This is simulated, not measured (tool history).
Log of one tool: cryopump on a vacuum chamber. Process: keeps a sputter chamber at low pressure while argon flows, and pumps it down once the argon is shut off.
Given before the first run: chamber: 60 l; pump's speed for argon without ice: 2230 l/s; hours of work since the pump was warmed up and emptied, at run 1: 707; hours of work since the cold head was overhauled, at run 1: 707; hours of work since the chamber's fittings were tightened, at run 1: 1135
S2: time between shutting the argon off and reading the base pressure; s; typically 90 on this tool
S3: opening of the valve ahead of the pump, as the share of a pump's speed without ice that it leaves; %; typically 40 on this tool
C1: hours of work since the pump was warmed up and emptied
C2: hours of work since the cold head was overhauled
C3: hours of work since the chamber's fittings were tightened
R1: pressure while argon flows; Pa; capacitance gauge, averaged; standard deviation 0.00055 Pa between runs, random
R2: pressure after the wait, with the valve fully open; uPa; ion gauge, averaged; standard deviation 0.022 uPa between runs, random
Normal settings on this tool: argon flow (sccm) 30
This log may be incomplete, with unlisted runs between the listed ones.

Run 1, day 0: usual settings; C1 707; C2 707; C3 1135. Result: R1 0.0616 Pa, R2 1.95 uPa.
Run 2, day 2.296: usual settings; C1 743; C2 743; C3 1171. Result: R1 0.0628 Pa, R2 1.99 uPa.
Run 3, day 3.858: usual settings but S3 16 %; C1 767; C2 767; C3 1195. Result: R1 0.148 Pa, R2 2.1 uPa.
Run 4, day 5.888: usual settings but argon flow (sccm) 34; C1 799; C2 799; C3 1227. Result: R1 0.0704 Pa, R2 2.13 uPa.
Run 5, day 8.2: usual settings; C1 835; C2 835; C3 1263. Result: R1 0.0633 Pa, R2 2.17 uPa.
Run 6, day 9.788: usual settings but S2 109 s; C1 859; C2 859; C3 1287. Result: R1 0.0644 Pa, R2 2.08 uPa.
Run 7, day 11.45: usual settings but argon flow (sccm) 46; C1 885; C2 885; C3 1313. Result: R1 0.0981 Pa, R2 2.25 uPa.
Run 8, day 13.238: usual settings but argon flow (sccm) 46; C1 913; C2 913; C3 1341. Result: R1 0.0991 Pa, R2 2.28 uPa.
Run 9, day 15.779: usual settings but argon flow (sccm) 46; C1 953; C2 953; C3 1381. Result: R1 0.0988 Pa, R2 2.4 uPa.
Run 10, day 17.267: usual settings but argon flow (sccm) 46; C1 976; C2 976; C3 1404. Result: R1 0.0995 Pa, R2 2.45 uPa.
Run 11, day 18.667: usual settings but argon flow (sccm) 33; C1 998; C2 998; C3 1426. Result: R1 0.0714 Pa, R2 2.48 uPa.
Run 12, day 20.129: usual settings but argon flow (sccm) 33, S2 49 s; C1 1021; C2 1021; C3 1449. Result: R1 0.0717 Pa, R2 2.99 uPa.
Run 13, day 22.712: usual settings but argon flow (sccm) 42; C1 1061; C2 1061; C3 1489. Result: R1 0.0912 Pa, R2 2.58 uPa.
Run 14, day 24.171: usual settings but argon flow (sccm) 42; C1 1084; C2 1084; C3 1512. Result: R1 0.0918 Pa, R2 2.6 uPa.
Run 15, day 26.788: usual settings but S3 25 %; C1 1124; C2 1124; C3 1552. Result: R1 0.0992 Pa, R2 2.64 uPa.
Run 16, day 28.575: usual settings but S3 25 %; C1 1152; C2 1152; C3 1580. Result: R1 0.1011 Pa, R2 2.8 uPa.
At day 30.867: pump warmed up, emptied and cooled again.
Run 17, day 30.912: usual settings but S3 25 %; C1 1; C2 1185; C3 1613. Result: R1 0.0908 Pa, R2 2.21 uPa.
Run 18, day 32.721: usual settings but S3 25 %; C1 29; C2 1214; C3 1642. Result: R1 0.092 Pa, R2 2.11 uPa.
Run 19, day 34.542: usual settings but argon flow (sccm) 39, S2 162 s, S3 48 %; C1 57; C2 1242; C3 1670. Result: R1 0.0619 Pa, R2 1.98 uPa.
Run 20, day 36.912: usual settings but argon flow (sccm) 25, S2 224 s, S3 48 %; C1 94; C2 1279; C3 1707. Result: R1 0.0404 Pa, R2 1.97 uPa.
Run 21, day 39.621: usual settings but argon flow (sccm) 20; C1 136; C2 1321; C3 1749. Result: R1 0.0382 Pa, R2 2.36 uPa.
Run 22, day 41.967: usual settings but argon flow (sccm) 20; C1 173; C2 1358; C3 1786. Result: R1 0.0388 Pa, R2 2.33 uPa.
Run 23, day 44.654: usual settings but argon flow (sccm) 20, S2 40 s; C1 215; C2 1400; C3 1828. Result: R1 0.0394 Pa, R2 3.16 uPa.
Run 24, day 45.808: usual settings but argon flow (sccm) 20, S2 40 s; C1 233; C2 1417; C3 1846. Result: R1 0.0403 Pa, R2 3.07 uPa.
Run 25, day 47.658: usual settings but argon flow (sccm) 58, S2 40 s; C1 262; C2 1446; C3 1874. Result: R1 0.1136 Pa, R2 3.19 uPa.
Run 26, day 49.917: usual settings but argon flow (sccm) 13, S3 23 %; C1 297; C2 1482; C3 1910. Result: R1 0.0442 Pa, R2 2.5 uPa.
Run 27, day 52.329: usual settings but argon flow (sccm) 13, S3 23 %; C1 334; C2 1519; C3 1947. Result: R1 0.0445 Pa, R2 2.66 uPa.
Run 28, day 53.662: usual settings but S2 193 s; C1 355; C2 1540; C3 1968. Result: R1 0.0598 Pa, R2 2.24 uPa.
Run 29, day 55.125: usual settings but S2 193 s; C1 378; C2 1563; C3 1991. Result: R1 0.0591 Pa, R2 2.39 uPa.
At day 56.462: leaking fittings of the chamber tightened, without venting.
Run 30, day 57.338: usual settings but argon flow (sccm) 31, S2 25 s, S3 58 %; C1 411; C2 1596; C3 14. Result: R1 0.0435 Pa, R2 2.08 uPa.
Run 31, day 59.867: usual settings but S2 25 s, S3 36 %; C1 451; C2 1635; C3 53. Result: R1 0.0663 Pa, R2 2.16 uPa.
Run 32, day 61.429: usual settings but S2 46 s, S3 15 %; C1 475; C2 1660; C3 77. Result: R1 0.1545 Pa, R2 1.34 uPa.
Run 33, day 63.412: usual settings but S2 46 s, S3 15 %; C1 506; C2 1691; C3 108. Result: R1 0.1554 Pa, R2 1.37 uPa.

Consider 3 possible next runs. They are alternatives, not a sequence: every one starts from the tool as it was left by run 33. What does each give?
Run A, day 64.604: usual settings but argon flow (sccm) 34, S2 64 s, S3 15 %; C1 524; C2 1709; C3 127. Result: R1 ?, R2 ?.
Run B, day 64.604: usual settings but S2 101 s, S3 15 %; C1 524; C2 1709; C3 127. Result: R1 ?, R2 ?.
Run C, day 64.604: usual settings but S2 46 s, S3 35 %; C1 524; C2 1709; C3 127. Result: R1 ?, R2 ?.

run      R1    R2
  A  0.1767  1.07
  B  0.1569  0.78
  C  0.0694  1.35
The same runs, with their run-to-run variation unchanged, on a tool lacking any hidden condition would have given:
run      R1    R2
  A   0.172  0.88
  B  0.1527  0.59
  C  0.0653  1.16

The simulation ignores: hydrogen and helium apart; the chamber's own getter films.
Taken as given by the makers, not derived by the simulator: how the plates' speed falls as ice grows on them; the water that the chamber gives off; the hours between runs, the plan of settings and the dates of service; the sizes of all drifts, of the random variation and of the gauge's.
